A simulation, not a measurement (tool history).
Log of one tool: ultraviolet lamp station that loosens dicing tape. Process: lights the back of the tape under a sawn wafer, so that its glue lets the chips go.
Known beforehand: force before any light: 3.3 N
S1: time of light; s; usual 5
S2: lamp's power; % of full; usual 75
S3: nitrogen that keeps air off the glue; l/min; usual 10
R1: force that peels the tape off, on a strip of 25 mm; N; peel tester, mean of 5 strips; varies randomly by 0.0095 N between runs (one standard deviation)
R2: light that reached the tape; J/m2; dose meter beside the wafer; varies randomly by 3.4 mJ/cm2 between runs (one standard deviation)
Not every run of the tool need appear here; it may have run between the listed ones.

Run 1, hour 0: usual settings. Result: R1 0.472 N, R2 4790 J/m2.
Run 2, hour 7.3: usual settings. Result: R1 0.477 N, R2 4830 J/m2.
Run 3, hour 11.1: usual settings. Result: R1 0.456 N, R2 4820 J/m2.
Run 4, hour 15.5: usual settings. Result: R1 0.477 N, R2 4810 J/m2.
Run 5, hour 23: usual settings but S1 10 s. Result: R1 0.257 N, R2 9520 J/m2.
Run 6, hour 27.2: usual settings but S1 4 s. Result: R1 0.621 N, R2 3850 J/m2.
Run 7, hour 35.9: usual settings but S1 4 s. Result: R1 0.634 N, R2 3770 J/m2.
Run 8, hour 44.2: usual settings. Result: R1 0.481 N, R2 4810 J/m2.
Run 9, hour 49.3: usual settings. Result: R1 0.463 N, R2 4750 J/m2.
Run 10, hour 56.6: usual settings. Result: R1 0.472 N, R2 4800 J/m2.
Run 11, hour 60.7: usual settings. Result: R1 0.487 N, R2 4770 J/m2.
Run 12, hour 66: usual settings. Result: R1 0.489 N, R2 4730 J/m2.
Run 13, hour 74.6: usual settings but S2 69 % of full. Result: R1 0.541 N, R2 4330 J/m2.
Run 14, hour 83.6: usual settings but S2 69 % of full. Result: R1 0.543 N, R2 4330 J/m2.
Run 15, hour 89.4: usual settings. Result: R1 0.491 N, R2 4670 J/m2.
Run 16, hour 98.4: usual settings. Result: R1 0.499 N, R2 4670 J/m2.
Run 17, hour 105.6: usual settings. Result: R1 0.496 N, R2 4690 J/m2.
Run 18, hour 109.8: usual settings but S1 6 s. Result: R1 0.399 N, R2 5600 J/m2.
Run 19, hour 117.2: usual settings. Result: R1 0.494 N, R2 4660 J/m2.
Run 20, hour 126.3: usual settings. Result: R1 0.504 N, R2 4620 J/m2.
Run 21, hour 132.6: usual settings. Result: R1 0.503 N, R2 4600 J/m2.
Run 22, hour 136.8: usual settings. Result: R1 0.494 N, R2 4620 J/m2.
Run 23, hour 145.4: usual settings but S1 4 s, S2 62 % of full. Result: R1 0.839 N, R2 3110 J/m2.
Run 24, hour 152.6: usual settings but S1 2 s, S2 71 % of full. Result: R1 1.475 N, R2 1750 J/m2.
Run 25, hour 158.1: usual settings but S2 61 % of full, S3 3 l/min. Result: R1 1.056 N, R2 3750 J/m2.
Run 26, hour 166.4: usual settings but S2 91 % of full, S3 3 l/min. Result: R1 0.63 N, R2 5560 J/m2.
At hour 170.6: window cleaned of glue's vapour.
Run 27, hour 174.3: usual settings but S1 6 s, S2 91 % of full, S3 3 l/min. Result: R1 0.547 N, R2 6350 J/m2.
Run 28, hour 179: usual settings but S1 6 s, S2 83 % of full, S3 3 l/min. Result: R1 0.624 N, R2 5850 J/m2.
Run 29, hour 183.3: usual settings but S1 6 s, S2 83 % of full, S3 3 l/min. Result: R1 0.627 N, R2 5810 J/m2.
Run 30, hour 187.8: usual settings but S1 10 s, S2 91 % of full, S3 6 l/min. Result: R1 0.257 N, R2 10480 J/m2.
Run 31, hour 193.6: usual settings but S2 85 % of full, S3 19 l/min. Result: R1 0.384 N, R2 4890 J/m2.
At hour 197.7: window cleaned of glue's vapour, once more.
Run 32, hour 200.5: usual settings but S1 3 s, S2 77 % of full, S3 3 l/min. Result: R1 1.266 N, R2 3050 J/m2.
Run 33, hour 209.3: usual settings but S1 8 s, S3 5 l/min. Result: R1 0.327 N, R2 7940 J/m2.
Run 34, hour 217.8: usual settings but S1 8 s, S3 5 l/min. Result: R1 0.342 N, R2 7850 J/m2.
Run 35, hour 221.8: usual settings but S1 8 s, S2 94 % of full, S3 7 l/min. Result: R1 0.234 N, R2 9940 J/m2.
Run 36, hour 229.9: usual settings but S1 4 s, S2 97 % of full. Result: R1 0.438 N, R2 5060 J/m2.
Run 37, hour 237.7: usual settings but S2 95 % of full, S3 4 l/min. Result: R1 0.516 N, R2 6290 J/m2.
Run 38, hour 242.2: usual settings but S2 73 % of full, S3 7 l/min. Result: R1 0.566 N, R2 4790 J/m2.
Run 39, hour 246.5: usual settings but S2 73 % of full, S3 7 l/min. Result: R1 0.545 N, R2 4800 J/m2.
Run 40, hour 253.6: usual settings but S2 73 % of full, S3 7 l/min. Result: R1 0.563 N, R2 4690 J/m2.
Run 41, hour 260: usual settings but S1 6 s, S2 86 % of full, S3 7 l/min. Result: R1 0.364 N, R2 6740 J/m2.
Run 42, hour 267.5: usual settings but S1 2 s, S3 7 l/min. Result: R1 1.426 N, R2 1930 J/m2.
Run 43, hour 276.2: usual settings but S1 2 s, S2 89 % of full, S3 3 l/min. Result: R1 1.553 N, R2 2330 J/m2.

Branching from run 43: 4 alternative next runs. What would each branch give?
Run A, hour 285.5: usual settings but S1 3 s, S2 73 % of full, S3 4 l/min. Result: R1 ?, R2 ?.
Run B, hour 285.5: usual settings but S1 7 s, S2 89 % of full. Result: R1 ?, R2 ?.
Run C, hour 285.5: usual settings but S3 13 l/min. Result: R1 ?, R2 ?.
Run D, hour 285.5: usual settings but S1 2 s, S2 89 % of full, S3 9 l/min. Result: R1 ?, R2 ?.

run     R1    R2
  A  1.226  2830
  B   0.29  8020
  C  0.427  4840
  D  1.165  2290
Had the tool no hidden state, the same runs would have come out as:
run     R1    R2
  A   1.09  3210
  B   0.27  9080
  C  0.366  5480
  D  1.029  2590

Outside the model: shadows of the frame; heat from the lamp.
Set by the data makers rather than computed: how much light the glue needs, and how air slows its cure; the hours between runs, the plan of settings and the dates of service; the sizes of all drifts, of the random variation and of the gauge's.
